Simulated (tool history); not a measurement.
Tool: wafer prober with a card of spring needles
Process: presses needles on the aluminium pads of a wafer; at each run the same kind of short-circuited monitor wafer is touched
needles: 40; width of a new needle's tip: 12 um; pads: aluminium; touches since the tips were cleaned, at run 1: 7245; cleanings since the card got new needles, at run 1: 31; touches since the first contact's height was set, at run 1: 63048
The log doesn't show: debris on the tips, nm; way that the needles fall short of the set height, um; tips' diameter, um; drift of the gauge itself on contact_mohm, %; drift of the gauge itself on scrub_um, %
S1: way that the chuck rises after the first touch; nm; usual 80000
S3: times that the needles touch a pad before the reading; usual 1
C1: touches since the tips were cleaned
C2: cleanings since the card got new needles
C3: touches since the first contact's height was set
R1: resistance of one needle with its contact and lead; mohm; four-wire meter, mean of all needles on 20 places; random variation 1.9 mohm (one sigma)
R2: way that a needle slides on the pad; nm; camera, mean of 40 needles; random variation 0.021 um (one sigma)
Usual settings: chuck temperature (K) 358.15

run 1 hour=0 | S1=80000 chuck_temperature_(K)=358.15 S3=1 | C1=7245 C2=31 C3=63048 | R1=247 R2=13000
-- hour=7.3 tips cleaned on abrasive film
run 2 hour=33.9 | S1=80000 chuck_temperature_(K)=358.15 S3=1 | C1=6278 C2=32 C3=71034 | R1=242 R2=12990
-- hour=47 tips cleaned on abrasive film
-- hour=88.2 tips cleaned on abrasive film
run 3 hour=90.9 | S1=80000 chuck_temperature_(K)=358.15 S3=1 | C1=649 C2=34 C3=84428 | R1=214 R2=12940
-- hour=118.5 height of the first contact set anew
-- hour=127.4 tips cleaned on abrasive film
run 4 hour=160.5 | S1=80000 chuck_temperature_(K)=358.15 S3=1 | C1=7809 C2=35 C3=9890 | R1=250 R2=12820
-- hour=167 tips cleaned on abrasive film
-- hour=204 tips cleaned on abrasive film
run 5 hour=204 | S1=80000 chuck_temperature_(K)=358.15 S3=1 | C1=0 C2=37 C3=20104 | R1=204 R2=12740
-- hour=241.5 tips cleaned on abrasive film
run 6 hour=275.6 | S1=80000 chuck_temperature_(K)=358.15 S3=2 | C1=8032 C2=38 C3=36962 | R1=232 R2=12730
-- hour=280.6 tips cleaned on abrasive film
-- hour=320.6 tips cleaned on abrasive film
run 7 hour=323.5 | S1=80000 chuck_temperature_(K)=358.15 S3=2 | C1=675 C2=40 C3=48230 | R1=206 R2=12740
-- hour=360.9 tips cleaned on abrasive film
-- hour=369.1 height of the first contact set anew, once more
run 8 hour=385.5 | S1=80000 chuck_temperature_(K)=358.15 S3=2 | C1=5719 C2=41 C3=3870 | R1=221 R2=13120
-- hour=399 tips cleaned on abrasive film
-- hour=437.3 tips cleaned on abrasive film
run 9 hour=441.7 | S1=95000 chuck_temperature_(K)=358.15 S3=1 | C1=1032 C2=43 C3=17094 | R1=207 R2=15530
-- hour=478.8 tips cleaned on abrasive film
run 10 hour=484.4 | S1=69000 chuck_temperature_(K)=358.15 S3=1 | C1=1322 C2=44 C3=27140 | R1=223 R2=11250
-- hour=519.6 tips cleaned on abrasive film
run 11 hour=537.6 | S1=96000 chuck_temperature_(K)=366.15 S3=2 | C1=4243 C2=45 C3=39679 | R1=214 R2=15680
-- hour=560.6 tips cleaned on abrasive film
-- hour=598 tips cleaned on abrasive film
run 12 hour=599.5 | S1=96000 chuck_temperature_(K)=366.15 S3=2 | C1=354 C2=47 C3=54225 | R1=202 R2=15660
run 13 hour=633.5 | S1=99000 chuck_temperature_(K)=308.15 S3=2 | C1=8374 C2=47 C3=62245 | R1=212 R2=16090
-- hour=637.3 tips cleaned on abrasive film
-- hour=679.6 tips cleaned on abrasive film
run 14 hour=685.9 | S1=99000 chuck_temperature_(K)=308.15 S3=2 | C1=1497 C2=49 C3=74583 | R1=197 R2=16060
-- hour=716.7 tips cleaned on abrasive film
run 15 hour=736.1 | S1=89000 chuck_temperature_(K)=333.15 S3=2 | C1=4580 C2=50 C3=86388 | R1=214 R2=14420
-- hour=753.5 tips cleaned on abrasive film
-- hour=753.8 height of the first contact set anew
run 16 hour=784.9 | S1=64000 chuck_temperature_(K)=343.15 S3=2 | C1=7344 C2=51 C3=7344 | R1=245 R2=10500
-- hour=791.5 tips cleaned on abrasive film
run 17 hour=826.4 | S1=93000 chuck_temperature_(K)=335.15 S3=3 | C1=8220 C2=52 C3=17107 | R1=211 R2=15230

Forecast each of these 3 alternatives for the next run:
-- hour=832.9 tips cleaned on abrasive film
-- hour=869.9 tips cleaned on abrasive film
run A hour=885.2 | S1=75000 chuck_temperature_(K)=335.15 S3=1 | C1=3616 C2=54 C3=30951 | R1=? R2=?
-- hour=832.9 tips cleaned on abrasive film
-- hour=869.9 tips cleaned on abrasive film
run B hour=885.2 | S1=80000 chuck_temperature_(K)=358.15 S3=2 | C1=3616 C2=54 C3=30951 | R1=? R2=?
-- hour=832.9 tips cleaned on abrasive film
-- hour=869.9 tips cleaned on abrasive film
run C hour=885.2 | S1=62000 chuck_temperature_(K)=303.15 S3=1 | C1=3616 C2=54 C3=30951 | R1=? R2=?

run=A R1=239 R2=12240
run=B R1=224 R2=13030
run=C R1=252 R2=10060
Without the tool's hidden state the same runs would have given:
run=A R1=196 R2=12310
run=B R1=202 R2=13090
run=C R1=191 R2=10130
